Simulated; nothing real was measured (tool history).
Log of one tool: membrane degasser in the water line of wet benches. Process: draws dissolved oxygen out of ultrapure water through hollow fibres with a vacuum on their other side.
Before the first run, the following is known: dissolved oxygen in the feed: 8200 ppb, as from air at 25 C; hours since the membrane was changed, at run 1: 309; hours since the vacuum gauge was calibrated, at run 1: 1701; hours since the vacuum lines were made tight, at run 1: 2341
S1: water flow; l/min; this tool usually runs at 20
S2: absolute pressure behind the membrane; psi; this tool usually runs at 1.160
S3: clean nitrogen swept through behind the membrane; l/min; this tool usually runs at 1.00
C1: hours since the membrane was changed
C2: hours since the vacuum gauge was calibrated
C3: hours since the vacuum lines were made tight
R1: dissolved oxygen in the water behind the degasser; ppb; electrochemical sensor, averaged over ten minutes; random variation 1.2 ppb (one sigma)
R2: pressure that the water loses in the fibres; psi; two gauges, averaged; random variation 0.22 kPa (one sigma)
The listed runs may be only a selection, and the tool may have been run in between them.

run,hour,S1,S2,S3,C1,C2,C3,R1,R2
1,0.0,20,1.160,1.00,309,1701,2341,216.7,7.493
2,37.0,20,1.160,1.00,346,1738,2378,218.4,7.494
3,81.3,12,1.160,1.00,390,1783,2422,135.5,4.473
4,152.4,20,2.239,1.00,461,1854,2493,522.4,7.481
5,200.4,20,1.160,1.00,509,1902,2541,217.6,7.587
6,248.7,14,1.160,1.00,558,1950,2590,154.2,5.242
7,317.6,14,1.160,1.00,626,2019,2659,156.9,5.217
8,362.9,14,1.160,1.00,672,2064,2704,155.6,5.297
9,405.2,14,1.160,1.00,714,2107,2746,154.9,5.255
10,455.5,14,1.160,1.00,764,2157,2797,154.5,5.269
11,508.7,14,1.160,1.00,818,2210,2850,156.8,5.259
12,580.3,14,1.160,1.00,889,2282,2921,154.6,5.263
13,646.7,20,0.879,1.00,956,2348,2988,135.6,7.541
14,730.6,20,0.879,1.00,1039,2432,3072,135.2,7.472
15,776.6,15,1.160,1.00,1085,2478,3118,165.6,5.651
16,855.3,15,1.160,1.00,1164,2557,3196,167.2,5.629
17,936.2,16,1.160,0.46,1245,2638,3277,336.2,6.031
18,1005.2,16,1.160,0.46,1314,2707,3346,338.4,6.041
19,1046.0,16,1.197,0.52,1355,2747,3387,320.9,6.003
20,1091.5,18,1.806,0.62,1400,2793,3433,538.9,6.811
21,1147.0,18,2.192,0.46,1456,2848,3488,871.1,6.717
22,1208.6,18,2.192,0.46,1517,2910,3550,871.3,6.753
23,1270.5,31,2.192,0.46,1579,2972,3612,1299.0,11.761
24,1329.8,31,2.192,0.46,1639,3031,3671,1292.9,11.644
25,1404.8,31,2.192,0.46,1714,3106,3746,1288.2,11.710
26,1486.8,17,1.160,1.74,1796,3188,3828,114.4,6.367
27,1543.9,17,1.160,1.74,1853,3245,3885,115.4,6.393
28,1587.2,17,1.160,1.74,1896,3289,3928,114.0,6.459
29,1651.0,22,1.160,1.00,1960,3352,3992,239.5,8.264
30,1698.2,20,1.160,1.56,2007,3400,4039,148.4,7.517
31,1768.1,21,2.647,2.21,2077,3469,4109,337.7,7.939

Branching from run 31: 5 alternative next runs. What would each branch give?
A,1820.6,20,2.457,1.09,2129,3522,4162,?,?
B,1820.6,20,1.739,1.15,2129,3522,4162,?,?
C,1820.6,26,1.904,1.52,2129,3522,4162,?,?
D,1820.6,21,2.334,2.21,2129,3522,4162,?,?
E,1820.6,14,2.102,2.25,2129,3522,4162,?,?

run,R1,R2
A,541.3,7.556
B,340.9,7.577
C,399.0,9.823
D,294.9,7.925
E,169.0,5.298
Without the tool's hidden state the same runs would have given:
run,R1,R2
A,535.9,7.472
B,337.0,7.494
C,394.3,9.715
D,290.9,7.836
E,165.9,5.240
